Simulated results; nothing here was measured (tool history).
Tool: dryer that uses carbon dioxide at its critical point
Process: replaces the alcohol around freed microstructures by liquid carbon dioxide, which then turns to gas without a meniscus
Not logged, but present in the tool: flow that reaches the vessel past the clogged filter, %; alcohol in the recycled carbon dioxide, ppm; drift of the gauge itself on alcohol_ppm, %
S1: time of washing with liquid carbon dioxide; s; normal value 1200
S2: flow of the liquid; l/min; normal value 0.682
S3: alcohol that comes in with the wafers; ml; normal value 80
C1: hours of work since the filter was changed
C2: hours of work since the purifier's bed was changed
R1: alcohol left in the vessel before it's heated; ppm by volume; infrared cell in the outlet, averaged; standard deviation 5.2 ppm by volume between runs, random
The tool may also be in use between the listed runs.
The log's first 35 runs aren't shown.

run   hour    S1     S2  S3  C1   C2   R1
 36  284.7  1320  0.775  67  31  238   40
 37  293.5  1740  0.682  67  38  245   42
 38  300.5  1800  0.434  80  43  250  164
 39  308.2   780  0.682  62  49  256  615
 40  319.8   780  0.682  62  58  265  609
 41  326.9  1140  0.682  33  64  271   91
 42  337.2  1320  0.484  56  71  278  292
 43  342.5   720  0.934  33  76  282  139
 44    348   720  0.934  33  80  287  139
 45  354.6   720  0.934  33  85  292  145
 46  360.8  1320  0.922  61  90  296   42

Below are 4 alternative next runs, each starting from the tool's condition after run 46. Predict each:
  A   372  1200  0.424  80  98  305   ?
  B   372  1500  0.922  61  98  305   ?
  C   372  1140  0.464  31  98  305   ?
  D   372  1020  0.682  91  98  305   ?

run    R1
  A  1053
  B    47
  C   379
  D   288
With no hidden state in the tool, these same runs would have given:
run   R1
  A  970
  B   11
  C  327
  D  237

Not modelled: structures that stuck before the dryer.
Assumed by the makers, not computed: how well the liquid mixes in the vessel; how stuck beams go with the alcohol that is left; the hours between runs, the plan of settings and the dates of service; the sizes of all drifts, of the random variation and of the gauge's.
